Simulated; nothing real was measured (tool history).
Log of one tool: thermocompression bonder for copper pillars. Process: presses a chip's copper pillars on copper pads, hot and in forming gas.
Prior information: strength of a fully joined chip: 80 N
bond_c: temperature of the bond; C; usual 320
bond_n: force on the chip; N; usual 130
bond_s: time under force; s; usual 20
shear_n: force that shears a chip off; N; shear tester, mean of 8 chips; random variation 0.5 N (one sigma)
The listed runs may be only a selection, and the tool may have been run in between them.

Run 1, hour 0.0: usual settings. Result: shear_n 33.2 N.
Run 2, hour 9.5: usual settings. Result: shear_n 33.5 N.
Run 3, hour 15.1: usual settings. Result: shear_n 34.4 N.
Run 4, hour 24.4: usual settings. Result: shear_n 33.9 N.
Run 5, hour 31.0: usual settings. Result: shear_n 33.4 N.
Run 6, hour 38.6: usual settings. Result: shear_n 33.8 N.
Run 7, hour 43.3: usual settings. Result: shear_n 33.4 N.
Run 8, hour 51.9: usual settings. Result: shear_n 34.2 N.
Run 9, hour 56.6: usual settings. Result: shear_n 33.9 N.
Run 10, hour 67.3: usual settings. Result: shear_n 34.6 N.
Run 11, hour 76.6: usual settings. Result: shear_n 34.5 N.
Run 12, hour 85.4: usual settings. Result: shear_n 34.1 N.
Run 13, hour 92.3: usual settings. Result: shear_n 34.1 N.
Run 14, hour 99.8: usual settings but bond_c 337 C. Result: shear_n 38.6 N.
Run 15, hour 109.7: usual settings but bond_c 335 C. Result: shear_n 37.3 N.
Run 16, hour 118.3: usual settings but bond_c 335 C, bond_n 107 N, bond_s 19 s. Result: shear_n 30.4 N.
Run 17, hour 125.5: usual settings but bond_c 335 C, bond_n 107 N, bond_s 19 s. Result: shear_n 31.0 N.
Run 18, hour 135.6: usual settings but bond_s 14 s. Result: shear_n 30.1 N.
Run 19, hour 143.3: usual settings but bond_c 291 C, bond_n 90 N, bond_s 46 s. Result: shear_n 24.5 N.
Run 20, hour 152.4: usual settings but bond_c 291 C, bond_n 90 N, bond_s 45 s. Result: shear_n 25.6 N.
Run 21, hour 159.1: usual settings but bond_c 317 C, bond_n 188 N, bond_s 16 s. Result: shear_n 45.3 N.
Run 22, hour 170.2: usual settings but bond_c 317 C, bond_n 188 N, bond_s 16 s. Result: shear_n 44.7 N.
Run 23, hour 176.8: usual settings but bond_c 295 C, bond_n 109 N, bond_s 19 s. Result: shear_n 23.0 N.
Run 24, hour 182.2: usual settings but bond_c 295 C, bond_n 109 N, bond_s 19 s. Result: shear_n 23.1 N.
Run 25, hour 188.6: usual settings but bond_n 110 N, bond_s 13 s. Result: shear_n 25.2 N.
Run 26, hour 193.2: usual settings but bond_n 110 N, bond_s 13 s. Result: shear_n 25.3 N.
Run 27, hour 204.0: usual settings but bond_c 342 C, bond_n 182 N, bond_s 41 s. Result: shear_n 65.4 N.
Run 28, hour 212.5: usual settings but bond_n 81 N, bond_s 53 s. Result: shear_n 31.4 N.
Run 29, hour 220.6: usual settings but bond_c 311 C, bond_n 96 N, bond_s 58 s. Result: shear_n 36.5 N.
Run 30, hour 229.3: usual settings but bond_c 311 C, bond_n 141 N, bond_s 32 s. Result: shear_n 42.3 N.

Not shown: 1 entry that the log had between the listed runs. Between which runs, and how does the tool's hidden state differ before and after?
In the gap between runs 15 and 16: forming gas filter changed (hour 113.2)
  force that reaches the chip, % of what is set: 101.4 -> 101.5; oxide that the forming gas leaves, % of the face: 3.5 -> 0.57
  measured minus no-state result, shear_n: +2.8 -> +3.4 N

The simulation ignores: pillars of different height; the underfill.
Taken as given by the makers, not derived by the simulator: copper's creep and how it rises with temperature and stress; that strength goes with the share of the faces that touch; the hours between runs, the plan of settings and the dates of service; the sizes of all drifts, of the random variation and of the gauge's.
